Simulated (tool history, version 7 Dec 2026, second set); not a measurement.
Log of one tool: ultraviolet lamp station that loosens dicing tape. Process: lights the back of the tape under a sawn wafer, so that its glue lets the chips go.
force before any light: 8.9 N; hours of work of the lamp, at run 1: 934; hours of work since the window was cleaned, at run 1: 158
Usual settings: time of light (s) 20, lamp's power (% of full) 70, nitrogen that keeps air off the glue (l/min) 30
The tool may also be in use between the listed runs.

run	hour	time of light (s)	lamp's power (% of full)	nitrogen that keeps air off the glue (l/min)	hours of work of the lamp	hours of work since the window was cleaned	force that peels the tape off (N)	light that reached the tape (J/m2)
1	0.0	20	70	30	934	158	1.266	1750
2	60.3	20	70	26	979	203	1.379	1760
3	132.8	20	70	26	1033	258	1.360	1810
4	198.8	20	84	30	1083	308	0.910	2180
5	245.2	27	84	30	1118	342	0.442	2880
# hour 288.3: window cleaned of glue's vapour
6	307.3	27	84	30	1164	14	0.441	2900
7	364.6	20	70	12	1207	57	2.212	1810
8	401.0	20	89	48	1235	85	0.561	2240
9	434.0	20	89	48	1260	110	0.551	2260
10	505.7	40	66	48	1313	164	0.214	3360
11	569.7	40	83	34	1362	212	0.177	4230
12	626.0	40	88	27	1404	254	0.192	4480
13	676.6	40	88	27	1442	292	0.187	4510

4 ways to go on from here, each from the tool as it stands after run 13. What would each give?
A	748.9	11	62	35	1496	346	?	?
B	748.9	16	63	30	1496	346	?	?
C	748.9	18	72	16	1496	346	?	?
D	748.9	23	92	30	1496	346	?	?

run	force that peels the tape off (N)	light that reached the tape (J/m2)
A	3.178	860
B	2.204	1270
C	2.082	1630
D	0.542	2660
Without the tool's hidden state the same runs would have given:
run	force that peels the tape off (N)	light that reached the tape (J/m2)
A	3.171	870
B	2.197	1270
C	2.075	1640
D	0.539	2660
